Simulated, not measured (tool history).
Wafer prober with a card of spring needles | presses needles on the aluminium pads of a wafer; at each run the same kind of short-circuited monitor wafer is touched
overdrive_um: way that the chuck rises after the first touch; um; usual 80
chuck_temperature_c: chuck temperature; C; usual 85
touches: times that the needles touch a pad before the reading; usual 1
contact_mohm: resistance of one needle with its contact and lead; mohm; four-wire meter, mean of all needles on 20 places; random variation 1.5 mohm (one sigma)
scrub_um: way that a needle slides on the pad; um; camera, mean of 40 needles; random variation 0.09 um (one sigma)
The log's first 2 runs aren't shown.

run   hour  overdrive_um  chuck_temperature_c  touches  touches since the tips were cleaned  cleanings since the card got new needles  touches since the first contact's height was set  contact_mohm  scrub_um
  3   41.8            80                   85        1                                 5637                                        68                                             88679           140     22.39
      44.1  -- tips cleaned on abrasive film
      69.6  -- tips cleaned on abrasive film
  4   75.1            80                   85        1                                 1459                                        70                                             97459           143      22.3
        94  -- tips cleaned on abrasive film
  5  111.4            80                   85        1                                 4608                                        71                                            107030           141     22.43
     120.9  -- tips cleaned on abrasive film
  6  136.4            80                   85        1                                 4103                                        72                                            113614           145     22.49
     144.9  -- tips cleaned on abrasive film
     169.2  -- tips cleaned on abrasive film
  7  172.5            80                   85        1                                  857                                        74                                            123104           141     22.35
     194.7  -- tips cleaned on abrasive film
  8  202.8            84                   85        1                                 2154                                        75                                            131101           142     23.79
     219.3  -- tips cleaned on abrasive film
  9  238.7            84                   85        1                                 5127                                        76                                            140572           140     23.53
       244  -- tips cleaned on abrasive film
     269.6  -- tips cleaned on abrasive film
 10  273.8            80                   85        1                                 1107                                        78                                            149804           141     22.26
     293.2  -- tips cleaned on abrasive film
 11  299.6            80                   85        1                                 1681                                        79                                            156608           142     22.51
     318.6  -- tips cleaned on abrasive film
 12  325.6            80                   85        1                                 1875                                        80                                            163472           142      22.6
     341.8  -- tips cleaned on abrasive film
 13  361.9            80                   85        1                                 5313                                        81                                            173026           142     22.53
     365.8  -- tips cleaned on abrasive film
 14  388.2            80                   85        1                                 5928                                        82                                            179973           145      22.5
     390.4  -- tips cleaned on abrasive film
     413.6  -- tips cleaned on abrasive film
 15    420            80                   85        1                                 1708                                        84                                            188345           139      22.6
     436.9  -- tips cleaned on abrasive film
     444.5  -- height of the first contact set anew
 16  448.5            80                   85        1                                 2994                                        85                                              1073           142     22.67
     462.3  -- tips cleaned on abrasive film
     488.5  -- tips cleaned on abrasive film
 17    492            92                   75        1                                  921                                        87                                             12528           139     25.83
     512.2  -- tips cleaned on abrasive film
 18  527.7            86                   46        1                                 4090                                        88                                             21942           137     24.48
     538.2  -- tips cleaned on abrasive film
 19  558.6            86                   46        1                                 5390                                        89                                             30088           137      24.3
       565  -- tips cleaned on abrasive film
 20  585.6            61                   52        3                                 5465                                        90                                             37220           140     17.29
     589.2  -- tips cleaned on abrasive film
     612.8  -- tips cleaned on abrasive film
 21  617.5            61                  103        2                                 1243                                        92                                             45598           147     17.26
     638.8  -- tips cleaned on abrasive film
 22  645.8            86                   29        2                                 1853                                        93                                             53050           132     24.22
     662.8  -- tips cleaned on abrasive film
       686  -- tips cleaned on abrasive film
 23  690.9            67                   72        1                                 1303                                        95                                             64941           139     19.01
     709.8  -- tips cleaned on abrasive film
 24  726.1            84                   43        2                                 4314                                        96                                             74222           136     23.77

Forecast run 25:
     734.6  -- tips cleaned on abrasive film
 25   751            84                   43        2                                 4324                                        97                                             80783             ?         ?

{"run 25": {"contact_mohm": 135, "scrub_um": 23.95}}
Without the tool's hidden state the same run would have given contact_mohm 135 mohm, scrub_um 23.61 um.
